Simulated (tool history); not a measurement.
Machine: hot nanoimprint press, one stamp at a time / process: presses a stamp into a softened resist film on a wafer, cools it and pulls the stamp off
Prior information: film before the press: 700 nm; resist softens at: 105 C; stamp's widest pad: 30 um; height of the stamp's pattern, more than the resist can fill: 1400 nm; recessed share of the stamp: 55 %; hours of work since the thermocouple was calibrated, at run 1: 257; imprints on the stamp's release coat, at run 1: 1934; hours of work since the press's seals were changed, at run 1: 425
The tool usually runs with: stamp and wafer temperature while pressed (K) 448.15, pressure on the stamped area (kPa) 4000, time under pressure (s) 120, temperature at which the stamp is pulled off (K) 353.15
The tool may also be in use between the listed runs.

run,hour,stamp and wafer temperature while pressed (K),pressure on the stamped area (kPa),time under pressure (s),temperature at which the stamp is pulled off (K),hours of work since the thermocouple was calibrated,imprints on the stamp's release coat,hours of work since the press's seals were changed,resist left under the stamp's widest pad (Å),greatest force while the stamp is pulled off (N)
1,0,448.15,4000,120,353.15,257,1934,425,4093,360
# hour 10.3: stamp cleaned and given a new release coat
2,47.9,448.15,4000,120,353.15,280,156,448,4010,229
3,69.2,448.15,4000,120,353.15,292,244,459,4054,232
4,112.7,448.15,4000,120,353.15,316,424,483,4033,245
5,134.6,448.15,4000,120,353.15,328,514,495,3914,255
6,161.5,448.15,4000,120,353.15,343,626,510,3953,260
7,198,448.15,4320,120,353.15,363,777,530,3837,274
8,234.6,448.15,4000,120,353.15,383,928,550,3914,290
9,260.3,448.15,4000,120,353.15,397,1035,564,3942,289
# hour 265.5: plate thermocouple calibrated
10,298.3,448.15,4000,191,343.15,18,1180,584,3336,373
11,333.1,448.15,4000,191,343.15,37,1324,603,3324,384
12,373.9,444.15,3300,179,349.15,60,1492,625,4372,358
13,408.3,444.15,5500,63,352.15,79,1635,644,4755,355
14,432.2,444.15,5500,63,352.15,92,1734,657,4764,342
15,464.5,437.15,5180,67,349.15,109,1867,675,5873,400
# hour 482.7: plate thermocouple calibrated, once more
# hour 493.8: stamp cleaned and given a new release coat
16,501.9,452.15,5180,61,349.15,7,34,691,3929,246
17,535.4,454.15,4000,120,353.15,26,173,709,3248,222
18,569.3,455.15,2930,120,353.15,44,313,728,3619,245

Each row is a separate what-if for the run after 18, all from the same tool condition, not one after another. Results?
A,608.1,455.15,2970,153,353.15,66,473,749,?,?
B,608.1,444.15,2930,148,351.15,66,473,749,?,?
C,608.1,441.15,4330,120,352.15,66,473,749,?,?
D,608.1,455.15,2930,120,360.15,66,473,749,?,?

run,resist left under the stamp's widest pad (Å),greatest force while the stamp is pulled off (N)
A,3269,249
B,5075,265
C,5256,257
D,3555,211
With the hidden condition removed and each run's random variation left untouched, the same runs would have given:
run,resist left under the stamp's widest pad (Å),greatest force while the stamp is pulled off (N)
A,3267,214
B,5079,228
C,5243,221
D,3553,182

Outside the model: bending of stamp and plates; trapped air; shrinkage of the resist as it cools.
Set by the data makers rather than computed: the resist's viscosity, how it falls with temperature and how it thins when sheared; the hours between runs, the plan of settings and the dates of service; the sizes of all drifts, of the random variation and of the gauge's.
